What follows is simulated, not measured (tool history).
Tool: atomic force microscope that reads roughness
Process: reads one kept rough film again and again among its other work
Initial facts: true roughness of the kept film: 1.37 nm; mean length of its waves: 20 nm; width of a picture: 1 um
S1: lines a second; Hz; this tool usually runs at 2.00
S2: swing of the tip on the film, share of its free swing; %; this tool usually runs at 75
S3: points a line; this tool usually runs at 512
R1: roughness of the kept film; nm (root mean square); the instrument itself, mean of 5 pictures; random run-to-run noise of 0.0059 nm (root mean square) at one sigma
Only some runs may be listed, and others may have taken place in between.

Run 1, hour 0.0: usual settings. Result: R1 0.900 nm (root mean square).
Run 2, hour 15.9: usual settings. Result: R1 0.873 nm (root mean square).
Run 3, hour 34.6: usual settings but S1 1.41 Hz. Result: R1 0.868 nm (root mean square).
Run 4, hour 50.2: usual settings but S1 1.41 Hz. Result: R1 0.842 nm (root mean square).
Run 5, hour 61.7: usual settings but S1 1.41 Hz. Result: R1 0.830 nm (root mean square).
Run 6, hour 84.0: usual settings but S1 1.41 Hz, S3 284. Result: R1 0.784 nm (root mean square).
Run 7, hour 105.8: usual settings. Result: R1 0.747 nm (root mean square).
At hour 107.7: new tip fitted.
Run 8, hour 122.9: usual settings. Result: R1 1.054 nm (root mean square).
Run 9, hour 136.9: usual settings but S2 61 %. Result: R1 1.063 nm (root mean square).
Run 10, hour 148.0: usual settings but S3 891. Result: R1 0.997 nm (root mean square).
Run 11, hour 163.6: usual settings but S2 60 %. Result: R1 1.009 nm (root mean square).
At hour 166.2: height scale calibrated on a step standard.
Run 12, hour 187.8: usual settings but S3 275. Result: R1 0.912 nm (root mean square).
At hour 213.3: height scale calibrated on a step standard, once more.
Run 13, hour 213.4: usual settings but S3 275. Result: R1 0.873 nm (root mean square).
Run 14, hour 236.0: usual settings but S3 275. Result: R1 0.834 nm (root mean square).
Run 15, hour 262.4: usual settings but S3 275. Result: R1 0.809 nm (root mean square).
Run 16, hour 284.4: usual settings but S3 275. Result: R1 0.781 nm (root mean square).
At hour 307.1: new tip fitted.
Run 17, hour 310.4: usual settings but S3 275. Result: R1 1.066 nm (root mean square).
Run 18, hour 325.8: usual settings but S3 275. Result: R1 1.018 nm (root mean square).
Run 19, hour 337.9: usual settings but S1 2.74 Hz, S2 74 %, S3 920. Result: R1 0.998 nm (root mean square).
Run 20, hour 348.9: usual settings but S1 0.93 Hz, S2 74 %, S3 598. Result: R1 1.054 nm (root mean square).
Run 21, hour 362.5: usual settings but S1 0.74 Hz, S2 89 %, S3 267. Result: R1 0.970 nm (root mean square).
Run 22, hour 382.1: usual settings but S1 3.05 Hz, S2 85 %, S3 561. Result: R1 0.829 nm (root mean square).

Expected results for the next run?
Run 23, hour 399.7: usual settings but S1 3.05 Hz, S2 85 %, S3 334. Result: R1 ?.

{"run 23": {"R1": 0.796}}
On a tool with no hidden condition, and with the same random variation, this run would have come out at R1 0.960 nm (root mean square).
